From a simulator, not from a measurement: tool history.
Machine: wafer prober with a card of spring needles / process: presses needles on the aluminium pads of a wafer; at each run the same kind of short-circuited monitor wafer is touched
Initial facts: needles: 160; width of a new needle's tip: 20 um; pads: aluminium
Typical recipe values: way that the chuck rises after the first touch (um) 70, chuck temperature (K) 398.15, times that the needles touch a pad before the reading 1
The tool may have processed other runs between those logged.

run   hour  way that the chuck rises after the first touch (um)  chuck temperature (K)  times that the needles touch a pad before the reading  resistance of one needle with its contact and lead (mohm)  way that a needle slides on the pad (um)
  1      0                                                   70                 398.15                                                      1                                                        146                                     17.85
  2   14.4                                                   70                 398.15                                                      1                                                        146                                     17.85
      16.5  -- tips cleaned on abrasive film
  3   25.6                                                   70                 398.15                                                      1                                                        148                                     17.84
      34.1  -- tips cleaned on abrasive film
  4     37                                                   70                 398.15                                                      1                                                        147                                     17.81
      51.2  -- tips cleaned on abrasive film
  5   51.2                                                   70                 398.15                                                      1                                                        150                                     17.82
  6   60.4                                                   70                 398.15                                                      1                                                        149                                     17.82
      68.3  -- tips cleaned on abrasive film
  7   71.1                                                   70                 398.15                                                      1                                                        147                                     17.83
  8   84.3                                                   70                 398.15                                                      1                                                        152                                     17.84
      85.3  -- tips cleaned on abrasive film
  9   94.6                                                   70                 398.15                                                      1                                                        147                                      17.9
     102.5  -- tips cleaned on abrasive film
 10  109.2                                                   70                 398.15                                                      1                                                        147                                     17.86
 11  116.7                                                   70                 398.15                                                      1                                                        148                                     17.85
     119.3  -- tips cleaned on abrasive film
 12  129.4                                                   70                 398.15                                                      1                                                        150                                     17.84
     136.2  -- tips cleaned on abrasive film
 13  142.2                                                   70                 398.15                                                      1                                                        149                                     17.87
 14    150                                                   70                 398.15                                                      1                                                        147                                     17.86
     153.9  -- tips cleaned on abrasive film
 15  163.8                                                   85                 398.15                                                      1                                                        147                                     21.68
     170.8  -- tips cleaned on abrasive film
 16  174.4                                                   85                 398.15                                                      1                                                        145                                     21.66
 17  184.1                                                   70                 398.15                                                      1                                                        150                                     17.83
     188.7  -- tips cleaned on abrasive film
 18  198.1                                                   70                 398.15                                                      1                                                        149                                     17.86
       206  -- tips cleaned on abrasive film
 19  211.2                                                   54                 303.15                                                      3                                                        136                                      13.8
     223.4  -- tips cleaned on abrasive film
 20  223.4                                                   60                 378.15                                                      3                                                        147                                      15.3
 21    238                                                   73                 305.15                                                      2                                                        132                                     18.62
     240.5  -- tips cleaned on abrasive film
 22  246.8                                                   73                 305.15                                                      2                                                        132                                     18.64
     257.3  -- tips cleaned on abrasive film
 23  261.1                                                   54                 300.15                                                      1                                                        134                                     13.78
 24  271.4                                                   54                 341.15                                                      1                                                        145                                     13.79
     274.1  -- tips cleaned on abrasive film
 25    279                                                   52                 341.15                                                      1                                                        144                                      13.3
 26  289.7                                                   52                 341.15                                                      1                                                        144                                     13.26
     291.7  -- tips cleaned on abrasive film
 27  297.8                                                   59                 393.15                                                      1                                                        149                                     15.02
     309.2  -- tips cleaned on abrasive film
 28  310.6                                                   87                 375.15                                                      1                                                        141                                      22.1
 29  319.7                                                   87                 375.15                                                      1                                                        143                                     22.19
     326.4  -- tips cleaned on abrasive film
 30    328                                                   87                 375.15                                                      1                                                        145                                     22.17
 31  341.6                                                   69                 331.15                                                      2                                                        137                                     17.59
     343.8  -- tips cleaned on abrasive film
 32  352.1                                                   69                 331.15                                                      2                                                        140                                     17.62
 33  359.7                                                   61                 394.15                                                      2                                                        149                                     15.55
     360.6  -- tips cleaned on abrasive film
 34  367.5                                                   61                 394.15                                                      2                                                        148                                     15.56
     378.2  -- tips cleaned on abrasive film
 35    382                                                   70                 299.15                                                      2                                                        133                                     17.86

3 options for the next run, each taken on its own from the tool as it stands now. Forecast them:
  A  391.3                                                   81                 394.15                                                      2                                                          ?                                         ?
  B  391.3                                                   70                 304.15                                                      2                                                          ?                                         ?
  C  391.3                                                   70                 398.15                                                      2                                                          ?                                         ?

run  resistance of one needle with its contact and lead (mohm)  way that a needle slides on the pad (um)
  A                                                        148                                     20.65
  B                                                        135                                     17.92
  C                                                        150                                     17.82
The same runs, with their run-to-run variation unchanged, on a tool lacking any hidden condition would have given:
run  resistance of one needle with its contact and lead (mohm)  way that a needle slides on the pad (um)
  A                                                        147                                     20.65
  B                                                        135                                     17.92
  C                                                        150                                     17.82
